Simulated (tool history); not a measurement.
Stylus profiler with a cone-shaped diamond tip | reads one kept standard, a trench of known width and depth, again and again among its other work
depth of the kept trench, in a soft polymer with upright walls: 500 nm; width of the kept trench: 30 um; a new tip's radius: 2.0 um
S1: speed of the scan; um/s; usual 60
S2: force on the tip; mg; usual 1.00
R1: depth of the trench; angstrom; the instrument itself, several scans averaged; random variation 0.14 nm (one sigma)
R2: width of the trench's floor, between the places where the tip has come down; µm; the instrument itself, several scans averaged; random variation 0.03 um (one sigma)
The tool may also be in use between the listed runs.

run    hour   S1    S2      R1     R2
  1     0.0   60  1.00  5027.6  26.55
  2    64.7   60  1.00  5029.9  26.47
  3   169.0   60  1.00  5027.3  26.37
  4   279.2   60  0.70  5019.8  26.22
  5   354.1   60  0.70  5020.1  26.13
  6   405.0   16  0.70  5019.7  26.40
  7   486.2   60  1.00  5026.8  26.10
  8   558.0   60  1.00  5024.7  26.05
  9   676.4   60  1.46  5030.8  26.06
 10   789.7   60  0.55  5013.9  25.75
 11   872.0   60  0.55  5012.1  25.75
 12   940.1   60  0.55  5014.2  25.66
 13  1054.8   60  0.58  5012.2  25.59
 14  1166.6   60  0.58  5011.2  25.46
 15  1248.0   60  0.58  5012.9  25.45
 16  1321.4   60  0.58  5010.0  25.41
 17  1376.4   60  0.58  5010.1  25.34
 18  1473.5   60  0.58  5011.0  25.34
 19  1527.1   60  1.00  5016.8  25.37
 20  1614.0   60  1.00  5015.4  25.35
 21  1715.6   60  1.00  5034.0  26.96
 22  1825.1  127  1.00  5031.2  26.38
 23  1913.1  127  1.00  5028.9  26.32
 24  1991.5  127  1.00  5031.1  26.29
 25  2111.4  127  1.00  5028.9  26.17
 26  2221.8   89  0.75  5023.1  26.23
 27  2333.8   89  0.75  5029.1  26.12
 28  2439.4  129  2.02  5053.9  26.11
 29  2500.2  129  0.59  5021.2  25.62
 30  2555.9  129  1.00  5031.0  25.79
 31  2665.9  129  1.00  5030.2  25.69
 32  2726.4   18  0.63  5022.5  26.27
 33  2778.1   83  2.03  5050.9  25.99
 34  2853.2   77  1.19  5034.1  25.91
 35  2914.2   77  1.19  5036.3  25.81
 36  3008.1   77  1.19  5033.2  25.75
 37  3092.3  120  0.46  5014.1  25.09
 38  3145.9   21  0.95  5028.5  25.90
 39  3264.4   21  0.95  5024.4  25.84
 40  3374.3  171  1.90  5045.4  25.24
 41  3481.4   32  2.54  5053.3  25.72
 42  3591.6   32  2.54  5055.1  25.62
 43  3710.5   32  2.54  5052.1  25.54
 44  3783.7   15  0.34  5007.5  25.51
 45  3856.7  157  1.00  5034.8  26.43
 46  3951.1  157  1.00  5031.0  26.34
 47  4011.9   77  1.58  5042.8  26.89

Taken out of this log: 4 entries between the listed runs. Where each belongs, and how the hidden state differs across it:
Between runs 18 and 19: height scale calibrated on a step standard (hour 1482.8)
  radius of the tip, um: 4.78 -> 4.85; height scale over the true one, %: -0.271 -> -0.353
  measured less the result without the state, R1: -13.6 -> -17.8 angstrom; R2: -1.61 -> -1.65 µm
Between runs 20 and 21: new tip fitted, height scale calibrated (hour 1669.8)
  radius of the tip, um: 4.98 -> 2.11; height scale over the true one, %: -0.364 -> -0.02
  measured less the result without the state, R1: -18.3 -> -1.0 angstrom; R2: -1.70 -> -0.08 µm
Between runs 25 and 26: height scale calibrated on a step standard, once more (hour 2163.8)
  radius of the tip, um: 2.68 -> 2.82; height scale over the true one, %: -0.067 -> 0.006
  measured less the result without the state, R1: -3.4 -> +0.3 angstrom; R2: -0.47 -> -0.56 µm
Between runs 44 and 45: new tip fitted, height scale calibrated (hour 3849.5)
  radius of the tip, um: 5.05 -> 1.97; height scale over the true one, %: -0.173 -> -0.032
  measured less the result without the state, R1: -8.7 -> -1.6 angstrom; R2: -1.73 -> +0.02 µm
